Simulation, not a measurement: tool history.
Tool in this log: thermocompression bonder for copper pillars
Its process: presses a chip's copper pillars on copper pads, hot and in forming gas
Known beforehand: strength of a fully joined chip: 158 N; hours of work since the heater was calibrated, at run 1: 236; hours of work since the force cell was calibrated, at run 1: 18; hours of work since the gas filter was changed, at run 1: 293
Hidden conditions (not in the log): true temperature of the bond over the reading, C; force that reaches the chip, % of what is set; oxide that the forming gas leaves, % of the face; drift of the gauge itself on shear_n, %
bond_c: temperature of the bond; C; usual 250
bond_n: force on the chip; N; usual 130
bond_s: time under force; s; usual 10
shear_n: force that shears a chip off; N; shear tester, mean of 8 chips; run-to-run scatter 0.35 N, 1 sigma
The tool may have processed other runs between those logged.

run	hour	bond_c	bond_n	bond_s	hours of work since the heater was calibrated	hours of work since the force cell was calibrated	hours of work since the gas filter was changed	shear_n
1	0	250	130	10	236	18	293	88.7
2	9.6	250	130	10	242	23	298	88.5
3	23	250	130	10	249	30	306	88.2
4	31.5	250	149	10	254	35	311	98.5
5	46.5	238	130	10	262	43	319	75.9
6	62.8	238	130	10	271	52	328	75.8
7	80.2	238	130	10	281	62	338	76.3
8	88.6	250	130	21	285	67	342	108.5
9	106.6	250	84	10	295	77	352	60.2
10	120.5	250	130	10	303	84	360	88.3
11	135.1	250	130	10	311	92	368	88.6
12	151.1	250	130	10	320	101	377	88.2
13	161.3	250	130	10	326	107	382	88.1
14	174.6	250	130	10	333	114	390	88.2
15	189.8	250	130	10	341	123	398	88.1
16	204.6	250	104	10	349	131	406	73.3
17	214.7	225	113	7	355	136	412	47.2
18	226	225	189	28	361	143	418	114.1
19	243.7	250	130	5	371	152	428	70.7
20	257.7	224	184	18	379	160	436	100.4
21	268	224	184	18	385	166	441	99.8
22	278.4	250	130	9	390	172	447	85.4
23	293.7	258	164	13	399	180	456	117.4
24	301.7	250	93	13	403	185	460	72.5
25	313.1	247	173	10	409	191	466	104.1
# hour 319.3: forming gas filter changed
26	326.9	249	114	14	417	198	4	96.1
27	341.8	249	114	14	425	206	12	96.8
28	353	220	125	6	431	213	19	50.6
29	364.7	220	125	6	438	219	25	50.6
30	380.2	261	181	6	446	228	34	118.8
31	388.9	222	130	8	451	232	39	61
32	404.7	276	87	5	460	241	47	76.3

Subtracting, for every run, the result it would have given without the tool's unlogged condition from the measured result gives the following. The same run-to-run variation enters both numbers; the gauge's scatter may not:
run	shear_n
1	-2.7
2	-2.6
3	-2.7
4	-3.4
5	-1.8
6	-1.7
7	-1.8
8	-4.5
9	-1.1
10	-2.8
11	-2.9
12	-2.9
13	-2.9
14	-2.9
15	-2.9
16	-1.9
17	-0.3
18	-5.5
19	-1.6
20	-3.7
21	-3.7
22	-2.8
23	-7.2
24	-1.7
25	-5
26	+6.5
27	+6.5
28	+5
29	+5
30	+5.7
31	+5.8
32	+5.5
